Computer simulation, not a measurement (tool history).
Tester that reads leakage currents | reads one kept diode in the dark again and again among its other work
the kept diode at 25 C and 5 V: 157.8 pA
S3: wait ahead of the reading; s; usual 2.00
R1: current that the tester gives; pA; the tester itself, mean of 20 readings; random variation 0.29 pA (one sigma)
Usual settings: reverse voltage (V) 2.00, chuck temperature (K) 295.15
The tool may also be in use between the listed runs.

Run 1, hour 0.0: usual settings. Result: R1 87.90 pA.
Run 2, hour 31.8: usual settings. Result: R1 87.83 pA.
Run 3, hour 90.6: usual settings. Result: R1 87.78 pA.
Run 4, hour 140.2: usual settings. Result: R1 87.31 pA.
Run 5, hour 171.2: usual settings. Result: R1 87.02 pA.
At hour 176.7: chuck's temperature calibrated.
Run 6, hour 201.3: usual settings but reverse voltage (V) 6.45, S3 3.81 s. Result: R1 128.55 pA.
Run 7, hour 256.9: usual settings but reverse voltage (V) 2.66, S3 1.69 s. Result: R1 95.44 pA.
Run 8, hour 283.7: usual settings but reverse voltage (V) 2.66, S3 1.69 s. Result: R1 95.49 pA.
Run 9, hour 341.6: usual settings but reverse voltage (V) 3.47, chuck temperature (K) 317.15, S3 0.90 s. Result: R1 508.31 pA.
Run 10, hour 394.3: usual settings but reverse voltage (V) 1.51, S3 1.19 s. Result: R1 78.34 pA.

Measured less the same run without the tool's hidden state. The same run-to-run variation is in both; the gauge's scatter may not be:
The hidden state here: stray current of the dirty probe card, pA a volt; current scale over the true one, %; true chuck temperature over the reading, C; drift of the gauge itself on leakage_pa, %.
run      R1
  1   -5.75
  2   -5.85
  3   -6.05
  4   -6.18
  5   -6.26
  6   -7.29
  7   -7.64
  8   -7.75
  9  -45.94
 10   -7.40

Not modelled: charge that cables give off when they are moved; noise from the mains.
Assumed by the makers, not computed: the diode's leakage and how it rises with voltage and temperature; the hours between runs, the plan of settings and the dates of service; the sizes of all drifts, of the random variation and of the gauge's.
